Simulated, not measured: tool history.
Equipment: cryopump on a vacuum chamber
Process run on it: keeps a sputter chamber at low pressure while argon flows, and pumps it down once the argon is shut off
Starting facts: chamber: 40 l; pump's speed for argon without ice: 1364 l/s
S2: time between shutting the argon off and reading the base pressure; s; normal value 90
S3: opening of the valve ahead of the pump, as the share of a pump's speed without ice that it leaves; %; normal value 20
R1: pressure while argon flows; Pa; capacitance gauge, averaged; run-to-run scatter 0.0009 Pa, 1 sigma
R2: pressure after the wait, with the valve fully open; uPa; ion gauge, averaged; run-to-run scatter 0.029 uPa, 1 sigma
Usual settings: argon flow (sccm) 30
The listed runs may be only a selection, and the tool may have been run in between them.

run 1 day=0 | argon_flow_(sccm)=30 S2=90 S3=20 | R1=0.2021 R2=2.88
run 2 day=0.771 | argon_flow_(sccm)=30 S2=90 S3=20 | R1=0.2037 R2=3
-- day=1.262 pump warmed up, emptied and cooled again
run 3 day=1.458 | argon_flow_(sccm)=30 S2=90 S3=29 | R1=0.129 R2=2.41
run 4 day=1.938 | argon_flow_(sccm)=30 S2=90 S3=29 | R1=0.1297 R2=2.43
run 5 day=2.375 | argon_flow_(sccm)=30 S2=90 S3=20 | R1=0.1859 R2=2.42
run 6 day=2.767 | argon_flow_(sccm)=30 S2=90 S3=20 | R1=0.1862 R2=2.47
run 7 day=3.583 | argon_flow_(sccm)=30 S2=90 S3=20 | R1=0.1875 R2=2.34
run 8 day=4.004 | argon_flow_(sccm)=30 S2=299 S3=48 | R1=0.0789 R2=1.62
run 9 day=4.612 | argon_flow_(sccm)=30 S2=88 S3=17 | R1=0.2221 R2=2.47
run 10 day=5.483 | argon_flow_(sccm)=23 S2=90 S3=20 | R1=0.1427 R2=2.44
run 11 day=6.088 | argon_flow_(sccm)=23 S2=90 S3=20 | R1=0.1436 R2=2.49
run 12 day=6.896 | argon_flow_(sccm)=25 S2=90 S3=53 | R1=0.0601 R2=2.46
run 13 day=7.617 | argon_flow_(sccm)=30 S2=90 S3=19 | R1=0.1976 R2=2.45
run 14 day=8.508 | argon_flow_(sccm)=30 S2=23 S3=20 | R1=0.1883 R2=5.85

Predict each of these 3 candidate next runs independently; none follows another, all start after run 14:
run A day=9.083 | argon_flow_(sccm)=30 S2=38 S3=58 | R1=? R2=?
run B day=9.083 | argon_flow_(sccm)=18 S2=28 S3=56 | R1=? R2=?
run C day=9.083 | argon_flow_(sccm)=37 S2=23 S3=20 | R1=? R2=?

run=A R1=0.0678 R2=4.1
run=B R1=0.0431 R2=5.01
run=C R1=0.2339 R2=6.11
Had the tool no hidden state, the same runs would have come out as:
run=A R1=0.0646 R2=3
run=B R1=0.0411 R2=3.92
run=C R1=0.2299 R2=4.97
